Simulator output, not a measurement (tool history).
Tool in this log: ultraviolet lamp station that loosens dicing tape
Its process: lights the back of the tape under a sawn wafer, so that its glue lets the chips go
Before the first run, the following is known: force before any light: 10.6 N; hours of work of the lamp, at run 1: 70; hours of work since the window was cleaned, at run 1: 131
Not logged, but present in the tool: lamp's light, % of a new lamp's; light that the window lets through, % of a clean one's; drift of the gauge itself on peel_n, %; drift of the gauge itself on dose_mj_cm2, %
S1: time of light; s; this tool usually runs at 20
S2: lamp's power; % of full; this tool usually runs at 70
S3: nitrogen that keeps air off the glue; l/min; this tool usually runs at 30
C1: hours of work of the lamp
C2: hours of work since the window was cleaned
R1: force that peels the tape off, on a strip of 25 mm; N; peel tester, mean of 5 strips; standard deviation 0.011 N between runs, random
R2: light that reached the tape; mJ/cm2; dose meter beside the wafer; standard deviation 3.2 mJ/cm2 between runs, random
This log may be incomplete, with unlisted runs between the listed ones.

run,hour,S1,S2,S3,C1,C2,R1,R2
1,0.0,20,70,30,70,131,0.565,468
2,5.9,20,70,30,73,133,0.579,464
3,19.3,20,70,30,79,140,0.602,459
4,26.8,20,70,11,83,143,1.414,458
5,36.6,20,70,17,87,148,0.915,459
6,49.0,20,70,17,93,154,0.961,456
7,58.3,20,87,17,98,158,0.606,566
8,67.2,20,70,30,102,162,0.582,460
9,75.9,20,70,30,106,166,0.592,448
10,87.8,20,70,30,112,172,0.604,450
11,97.5,20,70,30,116,176,0.613,447
12,109.2,20,70,30,122,182,0.616,449
# hour 110.7: window cleaned of glue's vapour
13,118.7,20,70,30,126,4,0.673,425
14,124.4,20,77,30,128,6,0.541,469
15,135.6,20,77,30,134,12,0.557,467
# hour 146.4: window cleaned of glue's vapour, once more
16,146.4,20,70,30,139,0,0.536,480
17,153.2,20,70,30,142,3,0.526,476
18,162.4,20,70,30,146,8,0.522,479
19,176.0,20,70,30,152,14,0.555,478
20,186.5,20,70,30,157,19,0.544,473
21,193.3,23,63,35,161,22,0.451,495
22,205.3,23,78,13,166,28,0.686,602
23,212.1,23,78,13,169,31,0.710,602
24,224.3,16,85,30,175,37,0.588,455
25,235.9,14,84,20,181,42,1.135,393
26,245.5,14,84,20,185,47,1.140,395
27,253.7,20,87,37,189,50,0.340,578
28,264.6,22,94,30,194,56,0.292,682
29,272.7,20,70,58,198,59,0.365,463
30,281.2,20,70,58,202,63,0.379,464
31,289.2,20,70,58,206,67,0.352,458
32,301.4,16,68,30,211,73,0.980,359
33,307.0,18,77,23,214,75,0.740,453
34,318.6,11,97,30,220,81,1.021,345
35,328.9,20,81,51,224,86,0.332,526
36,336.4,39,70,30,228,89,0.245,882
37,344.6,12,63,10,232,93,3.701,246
38,356.1,11,62,54,237,99,1.611,219
39,365.2,20,70,35,241,103,0.536,448

How would selected steps in R1 from run to run divide? Give the signed amount a tool lacking its hidden state would still show from settings, what came in and random variation, and the signed amount left for the hidden state, including any gauge scatter that is not in both of the compared results.
Run 34 -> 35: S1 11 -> 20, S2 97 -> 81, S3 30 -> 51. R1 -0.689 N: hidden state -0.153, all else -0.536.
Run 36 -> 37: S1 39 -> 12, S2 70 -> 63, S3 30 -> 10. R1 +3.456 N: hidden state +0.421, all else +3.035.
Run 37 -> 38: S1 12 -> 11, S2 63 -> 62, S3 10 -> 54. R1 -2.090 N: hidden state -0.129, all else -1.961.
Run 38 -> 39: S1 11 -> 20, S2 62 -> 70, S3 54 -> 35. R1 -1.075 N: hidden state -0.192, all else -0.883.

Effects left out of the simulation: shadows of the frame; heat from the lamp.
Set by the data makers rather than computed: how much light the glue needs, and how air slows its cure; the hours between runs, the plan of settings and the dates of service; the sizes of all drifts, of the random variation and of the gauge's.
